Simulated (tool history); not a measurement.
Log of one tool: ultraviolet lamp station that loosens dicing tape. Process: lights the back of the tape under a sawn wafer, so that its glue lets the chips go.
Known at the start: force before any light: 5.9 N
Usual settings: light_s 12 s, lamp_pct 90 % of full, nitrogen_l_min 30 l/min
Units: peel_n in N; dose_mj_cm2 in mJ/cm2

run 1 day=0 | light_s=12 lamp_pct=90 nitrogen_l_min=30 | peel_n=0.592 dose_mj_cm2=598
run 2 day=0.604 | light_s=12 lamp_pct=90 nitrogen_l_min=30 | peel_n=0.62 dose_mj_cm2=597
run 3 day=1.15 | light_s=12 lamp_pct=90 nitrogen_l_min=30 | peel_n=0.62 dose_mj_cm2=591
run 4 day=1.633 | light_s=12 lamp_pct=90 nitrogen_l_min=30 | peel_n=0.604 dose_mj_cm2=596
run 5 day=2.008 | light_s=7 lamp_pct=90 nitrogen_l_min=30 | peel_n=1.423 dose_mj_cm2=345
run 6 day=2.567 | light_s=20 lamp_pct=90 nitrogen_l_min=11 | peel_n=0.394 dose_mj_cm2=1005
run 7 day=3.071 | light_s=20 lamp_pct=90 nitrogen_l_min=11 | peel_n=0.379 dose_mj_cm2=989

The next listed run, before its measurement:
run 8 day=3.421 | light_s=12 lamp_pct=81 nitrogen_l_min=23 | peel_n=? dose_mj_cm2=?

Run 8 gave peel_n 0.805 N, dose_mj_cm2 530 mJ/cm2.
Without the tool's hidden state the same run would have given peel_n 0.803 N, dose_mj_cm2 531 mJ/cm2.

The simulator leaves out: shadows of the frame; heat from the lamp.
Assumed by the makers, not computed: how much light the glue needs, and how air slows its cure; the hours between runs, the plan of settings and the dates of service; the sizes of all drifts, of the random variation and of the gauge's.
